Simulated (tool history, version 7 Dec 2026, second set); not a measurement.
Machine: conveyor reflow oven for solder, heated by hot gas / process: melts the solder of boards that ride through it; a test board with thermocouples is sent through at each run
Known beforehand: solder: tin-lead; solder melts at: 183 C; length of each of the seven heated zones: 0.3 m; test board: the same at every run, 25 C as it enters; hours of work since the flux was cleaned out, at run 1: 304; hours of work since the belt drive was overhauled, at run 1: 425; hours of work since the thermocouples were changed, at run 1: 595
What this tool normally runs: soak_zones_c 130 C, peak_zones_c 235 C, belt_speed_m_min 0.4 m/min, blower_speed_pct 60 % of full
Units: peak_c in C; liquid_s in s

run   hour  soak_zones_c  peak_zones_c  belt_speed_m_min  blower_speed_pct  hours of work since the flux was cleaned out  hours of work since the belt drive was overhauled  hours of work since the thermocouples were changed  peak_c  liquid_s
  1      0           130           235               0.4                60                                           304                                                425                                                 595   213.3      59.7
  2     27           130           235               0.4                60                                           319                                                441                                                 611   213.1      59.6
  3   58.8           130           235               0.4                60                                           337                                                459                                                 629   213.4      59.4
  4   85.7           130           235               0.4                60                                           353                                                475                                                 644   213.1      59.9
     108.4  -- flux residue cleaned out of gas plates and filters
  5  110.8           130           235               0.4                60                                             1                                                486                                                 656   215.6      62.7
  6  134.8           130           235               0.4                60                                            15                                                500                                                 670   215.5      62.3
  7  152.5           130           235               0.4                60                                            25                                                510                                                 680   215.4        63
  8  172.6           130           235               0.4                60                                            37                                                522                                                 692   215.1      62.2
  9  206.4           130           235               0.4                60                                            56                                                541                                                 711   215.3        62
 10    242           130           235               0.4                60                                            77                                                562                                                 732   215.1      62.4
 11  270.1           130           235               0.4                73                                            93                                                578                                                 748   219.1      66.8
 12  299.1           130           235               0.4                73                                           110                                                595                                                 764   219.4      67.1
 13  341.5           130           235               0.4                73                                           134                                                619                                                 789   219.4        67
 14  363.4           130           235               0.4                73                                           147                                                632                                                 801   218.9      67.2
 15  396.3           130           235               0.4                73                                           166                                                651                                                 820   219.3        67
     403.7  -- belt drive overhauled, speed set with a stopwatch
     405.7  -- thermocouples of zones 6 and 7 changed
 16  434.2           130           235               0.4                73                                           184                                                 16                                                  16   217.4        66
 17  455.9           134           235             0.397                87                                           197                                                 29                                                  29   221.7      72.4
 18  474.6           130           236             0.409                60                                           207                                                 40                                                  40   213.2      59.3

Estimate the outcome of run 19 from the log above:
 19  513.8           130           236             0.409                60                                           230                                                 62                                                  62       ?         ?

{"run 19": {"peak_c": 213.1, "liquid_s": 59.3}}
Were there no unlogged condition in the tool, this run, its random variation unchanged, would have produced peak_c 213.9 C, liquid_s 58.9 s.
